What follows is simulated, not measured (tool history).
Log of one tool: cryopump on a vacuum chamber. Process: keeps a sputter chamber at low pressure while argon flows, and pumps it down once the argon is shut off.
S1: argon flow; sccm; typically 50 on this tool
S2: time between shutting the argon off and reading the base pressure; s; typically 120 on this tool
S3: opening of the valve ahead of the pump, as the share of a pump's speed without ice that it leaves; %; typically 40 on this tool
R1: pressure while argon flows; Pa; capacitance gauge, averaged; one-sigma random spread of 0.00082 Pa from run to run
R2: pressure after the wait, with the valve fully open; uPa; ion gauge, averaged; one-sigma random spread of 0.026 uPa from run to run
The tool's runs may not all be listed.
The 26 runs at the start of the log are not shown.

run 27 day=49.179 | S1=50 S2=37 S3=40 | R1=0.1644 R2=4.15
run 28 day=50.775 | S1=57 S2=72 S3=58 | R1=0.1308 R2=2.66
run 29 day=52.971 | S1=86 S2=72 S3=39 | R1=0.2945 R2=2.84
run 30 day=54.425 | S1=31 S2=53 S3=40 | R1=0.1044 R2=3.34
run 31 day=55.912 | S1=50 S2=137 S3=22 | R1=0.3015 R2=2.06
run 32 day=58.296 | S1=96 S2=137 S3=40 | R1=0.3267 R2=2.15
run 33 day=60.496 | S1=96 S2=137 S3=40 | R1=0.3273 R2=2.20
run 34 day=61.917 | S1=96 S2=137 S3=40 | R1=0.3273 R2=2.17
run 35 day=63.146 | S1=25 S2=120 S3=40 | R1=0.0847 R2=2.31

Alternative continuations, all from the tool just after run 35; predict every row:
run A day=64.638 | S1=25 S2=55 S3=40 | R1=? R2=?
run B day=64.638 | S1=76 S2=26 S3=40 | R1=? R2=?
run C day=64.638 | S1=70 S2=33 S3=25 | R1=? R2=?

run=A R1=0.0857 R2=3.44
run=B R1=0.2605 R2=5.73
run=C R1=0.3797 R2=4.69
Take away the tool's hidden state, keep each run's random variation, and the runs would have read:
run=A R1=0.0813 R2=2.22
run=B R1=0.2471 R2=4.51
run=C R1=0.3672 R2=3.50

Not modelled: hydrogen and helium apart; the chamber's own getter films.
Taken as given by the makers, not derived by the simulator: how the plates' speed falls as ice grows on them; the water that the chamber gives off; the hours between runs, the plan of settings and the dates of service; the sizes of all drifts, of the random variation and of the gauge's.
